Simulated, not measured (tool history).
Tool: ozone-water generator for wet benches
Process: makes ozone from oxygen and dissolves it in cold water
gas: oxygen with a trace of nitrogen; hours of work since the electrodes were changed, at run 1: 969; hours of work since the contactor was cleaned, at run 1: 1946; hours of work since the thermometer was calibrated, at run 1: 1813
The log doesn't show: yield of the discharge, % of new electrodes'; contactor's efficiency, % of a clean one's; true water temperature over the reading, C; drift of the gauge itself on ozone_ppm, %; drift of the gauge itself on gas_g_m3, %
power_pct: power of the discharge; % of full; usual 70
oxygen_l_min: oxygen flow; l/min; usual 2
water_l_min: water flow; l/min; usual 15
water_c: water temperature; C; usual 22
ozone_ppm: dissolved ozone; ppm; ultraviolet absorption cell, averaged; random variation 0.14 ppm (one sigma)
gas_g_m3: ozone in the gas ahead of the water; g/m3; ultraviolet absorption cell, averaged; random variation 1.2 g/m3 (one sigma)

run	day	power_pct	oxygen_l_min	water_l_min	water_c	hours of work since the electrodes were changed	hours of work since the contactor was cleaned	hours of work since the thermometer was calibrated	ozone_ppm	gas_g_m3
1	0	70	2	15	22	969	1946	1813	15	209.3
2	1.638	70	2	15	22	996	1973	1839	14.9	213.1
3	4.654	70	2	15	22	1045	2022	1888	15.1	212
4	7.083	70	2	15	22	1084	2062	1928	14.9	210.9
5	9.796	70	2	15	22	1128	2106	1972	14.8	211.9
6	12.788	70	2	15	22	1177	2154	2021	15	209.3
7	14.083	70	2	15	22	1198	2175	2042	14.8	208.4
8	16.55	70	2	15	22	1238	2216	2082	14.5	208.4
9	18.938	70	2	15	22	1277	2254	2121	15	207.9
10	20.35	70	2	15	28	1300	2277	2144	13.7	206.8
11	23.362	70	2	15	28	1349	2326	2193	13.7	207.6
12	25.983	70	2	15	22	1392	2369	2235	14.6	207.7
13	27.738	70	2	13	22	1420	2398	2264	16.2	207.5
14	29.033	70	2	13	22	1441	2419	2285	16.3	206.7
15	30.696	70	2	13	22	1469	2446	2312	16.4	205.6
16	32.117	70	2	13	22	1492	2469	2335	16.4	207.4
# day 34.275: contactor cleaned
17	34.833	70	2	13	22	1533	9	2377	16.7	208.2
18	36.525	65	2	21	16	1561	37	2404	11.1	194.5
19	39.179	65	2	21	16	1604	80	2447	11.2	194.9
20	41.583	65	2	21	16	1643	119	2486	11.1	194.1
21	42.958	48	2	21	24	1665	141	2509	8.1	151.1
22	45.104	43	1.03	14	30	1700	176	2544	9.4	215.6
# day 46.754: water thermometer calibrated
23	47.133	43	1.03	14	30	1733	209	6	9.4	213.7
24	49.258	43	1.03	17	30	1767	243	41	7.9	213.7
25	51.192	67	3.11	12	28	1799	275	72	15	146
26	52.508	67	3.11	12	14	1820	296	94	18.1	146
27	55.183	67	3.11	12	14	1864	340	137	18.4	148.2
28	57.862	67	3.11	10	17	1907	383	181	19.8	147.8
29	59.338	70	1.88	15	23	1931	407	205	14.5	212.5
30	61.483	74	3.06	11	25	1966	442	240	17.7	159.8
31	63.688	91	1.47	20	25	2002	478	275	13.5	304.3
32	66.062	67	1.48	15	19	2041	517	314	14.3	237.6
33	67.762	84	2.17	11	25	2068	544	342	20.3	221.9

3 ways to go on from here, each from the tool as it stands after run 33. What would each give?
A	69.729	70	3.02	13	22	2101	577	374	?	?
B	69.729	52	2.17	18	26	2101	577	374	?	?
C	69.729	70	2.03	15	22	2101	577	374	?	?

run	ozone_ppm	gas_g_m3
A	15.9	155.2
B	9.7	153
C	14.6	199
Without the tool's hidden state the same runs would have given:
run	ozone_ppm	gas_g_m3
A	17.5	169.2
B	10.4	163.4
C	16.1	217
